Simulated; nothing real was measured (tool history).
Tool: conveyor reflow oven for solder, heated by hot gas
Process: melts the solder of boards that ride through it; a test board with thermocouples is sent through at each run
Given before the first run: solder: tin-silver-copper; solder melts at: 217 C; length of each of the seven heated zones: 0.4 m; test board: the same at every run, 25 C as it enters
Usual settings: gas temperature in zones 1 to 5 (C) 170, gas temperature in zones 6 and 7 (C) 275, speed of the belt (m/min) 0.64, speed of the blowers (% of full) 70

run	hour	gas temperature in zones 1 to 5 (C)	gas temperature in zones 6 and 7 (C)	speed of the belt (m/min)	speed of the blowers (% of full)	highest temperature of the board (C)	time above the solder's melting point (s)
1	0	170	275	0.64	70	261.9	62.4
2	7.8	170	275	0.64	70	262	62.7
3	15.8	162	275	0.64	70	260.8	59.9
4	27	162	275	0.64	70	260.9	59.6
5	38.5	162	275	0.64	64	259.8	59
6	48.9	162	275	0.64	64	259.8	58.5
7	55.2	162	275	0.64	67	260.2	59.1
8	61.3	170	275	0.64	70	261.9	62.8
9	71.2	171	275	0.662	70	261	60.4
10	77	176	282	0.558	53	269.9	78.8
11	83.1	176	282	0.558	53	270	78.9
# hour 90.9: flux residue cleaned out of gas plates and filters
12	92.9	175	277	0.558	53	265.5	76.6
13	98.3	166	271	0.64	70	257.9	59.5

Forecast run 14:
14	104.8	170	279	0.702	70	?	?

{"run 14": {"highest temperature of the board (C)": 263.3, "time above the solder's melting point (s)": 57.7}}
If the tool had no hidden condition, the same run with the same run-to-run variation would have returned highest temperature of the board (C) 262.7, time above the solder's melting point (s) 56.2.

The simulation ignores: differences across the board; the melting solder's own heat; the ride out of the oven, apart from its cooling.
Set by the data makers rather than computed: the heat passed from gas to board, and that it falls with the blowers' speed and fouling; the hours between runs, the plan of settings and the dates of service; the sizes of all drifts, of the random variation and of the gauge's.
